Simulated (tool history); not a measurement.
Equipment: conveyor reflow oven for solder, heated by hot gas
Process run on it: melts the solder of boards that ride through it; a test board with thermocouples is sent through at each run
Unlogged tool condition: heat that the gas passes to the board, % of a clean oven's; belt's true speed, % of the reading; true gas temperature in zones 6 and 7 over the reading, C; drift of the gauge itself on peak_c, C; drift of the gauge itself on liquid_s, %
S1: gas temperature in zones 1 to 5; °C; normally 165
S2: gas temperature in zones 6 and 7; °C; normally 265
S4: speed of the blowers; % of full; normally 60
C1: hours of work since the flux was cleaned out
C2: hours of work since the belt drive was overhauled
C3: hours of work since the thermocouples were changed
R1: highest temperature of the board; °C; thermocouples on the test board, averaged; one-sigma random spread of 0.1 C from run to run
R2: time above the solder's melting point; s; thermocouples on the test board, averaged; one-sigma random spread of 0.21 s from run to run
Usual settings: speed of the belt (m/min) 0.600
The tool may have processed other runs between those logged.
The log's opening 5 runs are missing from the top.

run 6 hour=39.5 | S1=151 S2=265 speed_of_the_belt_(m/min)=0.667 S4=60 | C1=314 C2=114 C3=603 | R1=245.0 R2=41.6
run 7 hour=48.2 | S1=151 S2=265 speed_of_the_belt_(m/min)=0.667 S4=60 | C1=319 C2=119 C3=608 | R1=245.1 R2=41.4
run 8 hour=55.4 | S1=165 S2=262 speed_of_the_belt_(m/min)=0.600 S4=60 | C1=323 C2=124 C3=613 | R1=248.9 R2=54.7
run 9 hour=61.4 | S1=165 S2=262 speed_of_the_belt_(m/min)=0.600 S4=60 | C1=327 C2=127 C3=616 | R1=248.7 R2=54.8
run 10 hour=69.6 | S1=165 S2=265 speed_of_the_belt_(m/min)=0.600 S4=75 | C1=332 C2=132 C3=621 | R1=254.0 R2=59.7
run 11 hour=75.7 | S1=159 S2=265 speed_of_the_belt_(m/min)=0.600 S4=60 | C1=335 C2=136 C3=625 | R1=250.5 R2=54.1
run 12 hour=83.0 | S1=159 S2=265 speed_of_the_belt_(m/min)=0.600 S4=60 | C1=340 C2=140 C3=629 | R1=250.5 R2=54.6
run 13 hour=90.1 | S1=165 S2=265 speed_of_the_belt_(m/min)=0.600 S4=60 | C1=344 C2=144 C3=633 | R1=251.5 R2=56.9
run 14 hour=101.1 | S1=165 S2=265 speed_of_the_belt_(m/min)=0.600 S4=60 | C1=350 C2=151 C3=640 | R1=251.2 R2=57.1
run 15 hour=113.2 | S1=165 S2=265 speed_of_the_belt_(m/min)=0.600 S4=60 | C1=358 C2=158 C3=647 | R1=251.3 R2=56.8
run 16 hour=118.9 | S1=175 S2=265 speed_of_the_belt_(m/min)=0.600 S4=60 | C1=361 C2=162 C3=651 | R1=252.7 R2=61.8
run 17 hour=127.5 | S1=165 S2=265 speed_of_the_belt_(m/min)=0.689 S4=60 | C1=366 C2=167 C3=656 | R1=246.3 R2=44.9
run 18 hour=134.8 | S1=172 S2=260 speed_of_the_belt_(m/min)=0.573 S4=60 | C1=371 C2=171 C3=660 | R1=248.9 R2=61.1
run 19 hour=146.4 | S1=172 S2=260 speed_of_the_belt_(m/min)=0.573 S4=60 | C1=378 C2=178 C3=667 | R1=249.0 R2=61.0
run 20 hour=154.1 | S1=153 S2=265 speed_of_the_belt_(m/min)=0.490 S4=81 | C1=382 C2=183 C3=672 | R1=258.0 R2=75.1
run 21 hour=161.7 | S1=153 S2=265 speed_of_the_belt_(m/min)=0.490 S4=81 | C1=387 C2=187 C3=676 | R1=258.2 R2=75.0
run 22 hour=168.5 | S1=153 S2=265 speed_of_the_belt_(m/min)=0.490 S4=81 | C1=391 C2=191 C3=680 | R1=258.1 R2=75.2
run 23 hour=174.9 | S1=153 S2=265 speed_of_the_belt_(m/min)=0.555 S4=77 | C1=395 C2=195 C3=684 | R1=254.6 R2=62.3
-- hour=183.6 flux residue cleaned out of gas plates and filters
run 24 hour=188.6 | S1=151 S2=267 speed_of_the_belt_(m/min)=0.555 S4=77 | C1=3 C2=200 C3=689 | R1=258.4 R2=65.0
run 25 hour=200.3 | S1=151 S2=267 speed_of_the_belt_(m/min)=0.555 S4=77 | C1=10 C2=207 C3=696 | R1=258.5 R2=65.2
run 26 hour=210.0 | S1=166 S2=265 speed_of_the_belt_(m/min)=0.707 S4=77 | C1=16 C2=213 C3=702 | R1=251.6 R2=49.1
run 27 hour=219.0 | S1=153 S2=272 speed_of_the_belt_(m/min)=0.707 S4=77 | C1=21 C2=218 C3=707 | R1=256.1 R2=48.0
run 28 hour=227.6 | S1=153 S2=272 speed_of_the_belt_(m/min)=0.707 S4=77 | C1=26 C2=224 C3=713 | R1=256.0 R2=48.0
run 29 hour=232.6 | S1=172 S2=272 speed_of_the_belt_(m/min)=0.707 S4=60 | C1=29 C2=227 C3=716 | R1=255.4 R2=52.3
run 30 hour=238.1 | S1=167 S2=272 speed_of_the_belt_(m/min)=0.707 S4=60 | C1=33 C2=230 C3=719 | R1=254.4 R2=50.5

Consider 3 possible next runs. They are alternatives, not a sequence: every one starts from the tool as it was left by run 30. What does each give?
run A hour=245.9 | S1=165 S2=265 speed_of_the_belt_(m/min)=0.600 S4=52 | C1=37 C2=235 C3=724 | R1=? R2=?
run B hour=245.9 | S1=165 S2=265 speed_of_the_belt_(m/min)=0.600 S4=56 | C1=37 C2=235 C3=724 | R1=? R2=?
run C hour=245.9 | S1=154 S2=265 speed_of_the_belt_(m/min)=0.536 S4=60 | C1=37 C2=235 C3=724 | R1=? R2=?

run=A R1=251.4 R2=57.1
run=B R1=252.1 R2=58.4
run=C R1=255.1 R2=64.8
With no hidden state in the tool, these same runs would have given:
run=A R1=250.4 R2=56.0
run=B R1=251.1 R2=57.3
run=C R1=254.1 R2=63.7
